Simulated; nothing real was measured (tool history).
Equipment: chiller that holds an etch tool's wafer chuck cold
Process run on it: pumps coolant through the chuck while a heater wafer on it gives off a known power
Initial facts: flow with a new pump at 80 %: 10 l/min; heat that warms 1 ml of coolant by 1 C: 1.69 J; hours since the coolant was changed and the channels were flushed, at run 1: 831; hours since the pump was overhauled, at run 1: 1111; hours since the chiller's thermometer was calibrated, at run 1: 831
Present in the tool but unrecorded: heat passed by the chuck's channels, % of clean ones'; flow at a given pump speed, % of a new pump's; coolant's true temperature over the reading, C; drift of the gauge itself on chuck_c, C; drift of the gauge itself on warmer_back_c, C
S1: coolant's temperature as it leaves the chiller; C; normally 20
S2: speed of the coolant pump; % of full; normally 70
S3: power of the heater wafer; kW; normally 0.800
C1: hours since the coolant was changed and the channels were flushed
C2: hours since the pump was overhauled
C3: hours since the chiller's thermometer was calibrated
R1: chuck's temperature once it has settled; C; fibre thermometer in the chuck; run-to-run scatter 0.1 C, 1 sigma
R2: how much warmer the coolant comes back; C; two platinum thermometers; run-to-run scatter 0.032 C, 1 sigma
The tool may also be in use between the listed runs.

run,day,S1,S2,S3,C1,C2,C3,R1,R2
1,0.000,20,70,0.800,831,1111,831,25.9,3.20
2,2.846,20,70,0.800,899,1179,899,26.0,3.25
3,5.267,20,70,0.800,958,1237,958,26.0,3.19
4,6.975,20,70,0.800,999,1278,999,26.1,3.25
5,8.904,20,70,0.800,1045,1325,1045,26.0,3.30
6,10.771,20,70,0.800,1090,1369,1090,25.9,3.28
7,12.262,20,70,0.800,1125,1405,1125,25.9,3.21
8,14.771,20,70,0.522,1186,1465,1186,23.8,2.15
9,18.183,20,95,0.522,1268,1547,1268,23.0,1.60
10,20.112,20,95,0.406,1314,1594,1314,22.3,1.20
11,21.596,23,68,0.800,1349,1629,1349,29.1,3.37
12,24.108,17,70,0.591,1410,1689,1410,21.4,2.40
13,26.179,10,70,1.030,1459,1739,1459,17.7,4.18
14,29.088,10,63,1.116,1529,1809,1529,19.1,5.00
15,32.492,10,63,1.116,1611,1891,1611,19.2,5.06
16,34.033,10,63,1.116,1648,1928,1648,19.3,5.06
17,37.492,20,68,0.828,1731,2011,1731,26.3,3.48
18,41.000,14,70,0.525,1815,2095,1815,17.8,2.24

Per-run results on a tool with no hidden state, each run keeping its own random variation:
run,R2
1,3.18
2,3.23
3,3.17
4,3.23
5,3.27
6,3.25
7,3.18
8,2.13
9,1.58
10,1.19
11,3.33
12,2.37
13,4.13
14,4.93
15,4.99
16,4.98
17,3.43
18,2.20
R1: within 0.1 C of the measured result in every run.
